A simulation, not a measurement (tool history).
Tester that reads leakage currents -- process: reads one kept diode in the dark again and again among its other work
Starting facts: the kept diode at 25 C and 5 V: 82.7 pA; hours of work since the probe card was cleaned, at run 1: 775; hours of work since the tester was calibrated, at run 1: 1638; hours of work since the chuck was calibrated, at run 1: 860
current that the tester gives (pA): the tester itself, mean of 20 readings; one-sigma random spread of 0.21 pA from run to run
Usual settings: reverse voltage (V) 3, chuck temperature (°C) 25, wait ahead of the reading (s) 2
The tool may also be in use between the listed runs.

run,day,reverse voltage (V),chuck temperature (°C),wait ahead of the reading (s),hours of work since the probe card was cleaned,hours of work since the tester was calibrated,hours of work since the chuck was calibrated,current that the tester gives (pA)
1,0,3,25,2,775,1638,860,68.34
2,1.521,3,49,2,795,1658,880,517.81
3,2.938,3,49,2,813,1676,898,516.03
4,4.371,3,25,2,832,1695,917,68.08
5,5.762,3,25,2,850,1713,935,67.87
6,6.862,4.12,25,2,864,1728,949,77.81
7,7.592,4.12,25,2,874,1737,959,77.54
8,8.908,13.24,25,2,891,1754,976,124.3
9,9.796,13.24,25,2,902,1766,988,124.73
10,11.346,13.24,25,2,923,1786,1008,124.99
11,12.588,13.24,28,2,939,1802,1024,162.83
12,13.438,3,24,2,950,1813,1035,61.99
13,14.858,3,24,2,968,1832,1054,61.83
14,15.617,3,24,4.03,978,1842,1064,61.75
15,16.504,3,25,2,990,1853,1075,68.23
16,18.05,3.56,57,5.15,1010,1873,1095,1016.07
17,19.483,11.17,31,5.15,1029,1892,1114,196.79
18,20.892,11.17,31,5.15,1047,1911,1132,195.99
19,22.396,1.94,28,2.25,1067,1930,1152,74.9
20,23.108,1.94,28,2.25,1076,1939,1161,74.91
21,23.908,5.08,28,1.01,1086,1950,1172,110.77
22,24.562,5.08,28,1.01,1095,1958,1180,111.28
23,25.883,1.15,37,3.47,1112,1976,1197,133.41
24,27.412,1.15,37,3.47,1132,1996,1217,132.84
25,28.646,1.85,21,1.3,1148,2012,1233,39.13
26,30.067,16.81,21,2,1167,2030,1252,96.01
27,31.417,4.04,23,1.37,1184,2048,1269,64.17
28,32.767,4.04,23,1.37,1202,2065,1287,64.44
29,33.692,17.31,35,1.37,1214,2077,1299,333.82
30,34.525,17.31,35,1.37,1225,2088,1310,332.46

Alternative continuations, all from the tool just after run 30; predict every row:
A,35.838,17.31,51,0.74,1242,2105,1327,?
B,35.838,7.25,35,1.37,1242,2105,1327,?
C,35.838,1.61,24,1,1242,2105,1327,?
D,35.838,6.67,21,3.45,1242,2105,1327,?

run,current that the tester gives (pA)
A,1224.9
B,233.97
C,48.7
D,64.85
Take away the tool's hidden state, keep each run's random variation, and the runs would have read:
run,current that the tester gives (pA)
A,1225.06
B,233.99
C,48.71
D,64.83
